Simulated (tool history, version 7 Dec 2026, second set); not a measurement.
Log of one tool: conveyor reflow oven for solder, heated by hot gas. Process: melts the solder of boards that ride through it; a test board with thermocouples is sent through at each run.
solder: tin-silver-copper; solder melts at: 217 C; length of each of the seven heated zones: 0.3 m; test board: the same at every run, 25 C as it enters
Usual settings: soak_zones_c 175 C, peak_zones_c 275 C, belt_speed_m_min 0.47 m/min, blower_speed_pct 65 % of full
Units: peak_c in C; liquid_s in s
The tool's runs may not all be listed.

run 1 hour=0 | soak_zones_c=175 peak_zones_c=275 belt_speed_m_min=0.47 blower_speed_pct=65 | peak_c=262.5 liquid_s=65.6
run 2 hour=34.6 | soak_zones_c=175 peak_zones_c=275 belt_speed_m_min=0.47 blower_speed_pct=65 | peak_c=262.6 liquid_s=65.7
run 3 hour=74.2 | soak_zones_c=175 peak_zones_c=275 belt_speed_m_min=0.47 blower_speed_pct=65 | peak_c=261.9 liquid_s=65.8
run 4 hour=108.1 | soak_zones_c=175 peak_zones_c=275 belt_speed_m_min=0.47 blower_speed_pct=65 | peak_c=261.9 liquid_s=65.5
run 5 hour=132.3 | soak_zones_c=175 peak_zones_c=275 belt_speed_m_min=0.47 blower_speed_pct=65 | peak_c=262.6 liquid_s=65.4
run 6 hour=152 | soak_zones_c=175 peak_zones_c=275 belt_speed_m_min=0.47 blower_speed_pct=83 | peak_c=265.4 liquid_s=67.5
run 7 hour=191.3 | soak_zones_c=175 peak_zones_c=275 belt_speed_m_min=0.47 blower_speed_pct=83 | peak_c=265.1 liquid_s=67.4
run 8 hour=232.2 | soak_zones_c=175 peak_zones_c=275 belt_speed_m_min=0.47 blower_speed_pct=53 | peak_c=259.7 liquid_s=64
run 9 hour=261.1 | soak_zones_c=175 peak_zones_c=275 belt_speed_m_min=0.47 blower_speed_pct=53 | peak_c=259 liquid_s=63.5
-- hour=268 flux residue cleaned out of gas plates and filters
run 10 hour=292.2 | soak_zones_c=175 peak_zones_c=275 belt_speed_m_min=0.47 blower_speed_pct=53 | peak_c=259.6 liquid_s=63.1
run 11 hour=324 | soak_zones_c=175 peak_zones_c=275 belt_speed_m_min=0.431 blower_speed_pct=53 | peak_c=261.8 liquid_s=71.1
run 12 hour=346.8 | soak_zones_c=175 peak_zones_c=267 belt_speed_m_min=0.47 blower_speed_pct=65 | peak_c=254.5 liquid_s=60.5
-- hour=360.6 flux residue cleaned out of gas plates and filters, once more
run 13 hour=390.5 | soak_zones_c=175 peak_zones_c=267 belt_speed_m_min=0.47 blower_speed_pct=65 | peak_c=255.7 liquid_s=62
run 14 hour=414.4 | soak_zones_c=175 peak_zones_c=267 belt_speed_m_min=0.47 blower_speed_pct=65 | peak_c=254.3 liquid_s=62.2
run 15 hour=438.7 | soak_zones_c=175 peak_zones_c=275 belt_speed_m_min=0.47 blower_speed_pct=84 | peak_c=265.7 liquid_s=67.7
run 16 hour=466 | soak_zones_c=183 peak_zones_c=275 belt_speed_m_min=0.446 blower_speed_pct=65 | peak_c=264.5 liquid_s=73.3
run 17 hour=496.2 | soak_zones_c=187 peak_zones_c=275 belt_speed_m_min=0.439 blower_speed_pct=65 | peak_c=266.1 liquid_s=77
run 18 hour=533.1 | soak_zones_c=187 peak_zones_c=275 belt_speed_m_min=0.439 blower_speed_pct=65 | peak_c=265.3 liquid_s=76.7
run 19 hour=561.8 | soak_zones_c=170 peak_zones_c=275 belt_speed_m_min=0.47 blower_speed_pct=80 | peak_c=264 liquid_s=65.7
run 20 hour=593.3 | soak_zones_c=170 peak_zones_c=284 belt_speed_m_min=0.47 blower_speed_pct=80 | peak_c=272.9 liquid_s=69.1
run 21 hour=617.2 | soak_zones_c=170 peak_zones_c=284 belt_speed_m_min=0.449 blower_speed_pct=80 | peak_c=273.2 liquid_s=72.7
run 22 hour=656 | soak_zones_c=170 peak_zones_c=284 belt_speed_m_min=0.449 blower_speed_pct=80 | peak_c=274.2 liquid_s=73.1
run 23 hour=693.5 | soak_zones_c=170 peak_zones_c=284 belt_speed_m_min=0.449 blower_speed_pct=80 | peak_c=272.6 liquid_s=72.7
run 24 hour=730.6 | soak_zones_c=170 peak_zones_c=284 belt_speed_m_min=0.449 blower_speed_pct=80 | peak_c=272.8 liquid_s=73
run 25 hour=773 | soak_zones_c=170 peak_zones_c=284 belt_speed_m_min=0.449 blower_speed_pct=88 | peak_c=274.5 liquid_s=73.6
run 26 hour=803.5 | soak_zones_c=175 peak_zones_c=276 belt_speed_m_min=0.47 blower_speed_pct=87 | peak_c=265.8 liquid_s=67.9
run 27 hour=841.1 | soak_zones_c=175 peak_zones_c=277 belt_speed_m_min=0.47 blower_speed_pct=87 | peak_c=267.5 liquid_s=68.4
run 28 hour=876.9 | soak_zones_c=175 peak_zones_c=277 belt_speed_m_min=0.47 blower_speed_pct=87 | peak_c=266.7 liquid_s=68
run 29 hour=899.6 | soak_zones_c=175 peak_zones_c=278 belt_speed_m_min=0.531 blower_speed_pct=80 | peak_c=263.5 liquid_s=58.7
run 30 hour=925.2 | soak_zones_c=175 peak_zones_c=278 belt_speed_m_min=0.531 blower_speed_pct=80 | peak_c=263.1 liquid_s=58.8

Hidden state or all else? Some run-to-run changes of peak_c, split into what the settings, what came in and random variation would give without the hidden state, and what is left for the hidden state (with any gauge scatter that isn't in both results):
The hidden state here: heat that the gas passes to the board, % of a clean oven's; belt's true speed, % of the reading; true gas temperature in zones 6 and 7 over the reading, C; drift of the gauge itself on peak_c, C; drift of the gauge itself on liquid_s, %.
Run 9 -> 10: flux residue cleaned out of gas plates and filters. peak_c +0.6 C: hidden state -0.5, all else +1.1.
Run 11 -> 12: peak_zones_c 275 -> 267, belt_speed_m_min 0.431 -> 0.47, blower_speed_pct 53 -> 65. peak_c -7.3 C: hidden state -0.3, all else -7.
Run 12 -> 13: flux residue cleaned out of gas plates and filters, once more. peak_c +1.2 C: hidden state +1.2, all else +0.
Run 14 -> 15: peak_zones_c 267 -> 275, blower_speed_pct 65 -> 84. peak_c +11.4 C: hidden state -0.2, all else +11.6.
Run 19 -> 20: peak_zones_c 275 -> 284. peak_c +8.9 C: hidden state -0.1, all else +9.
Run 25 -> 26: soak_zones_c 170 -> 175, peak_zones_c 284 -> 276, belt_speed_m_min 0.449 -> 0.47, blower_speed_pct 88 -> 87. peak_c -8.7 C: hidden state -0.1, all else -8.6.
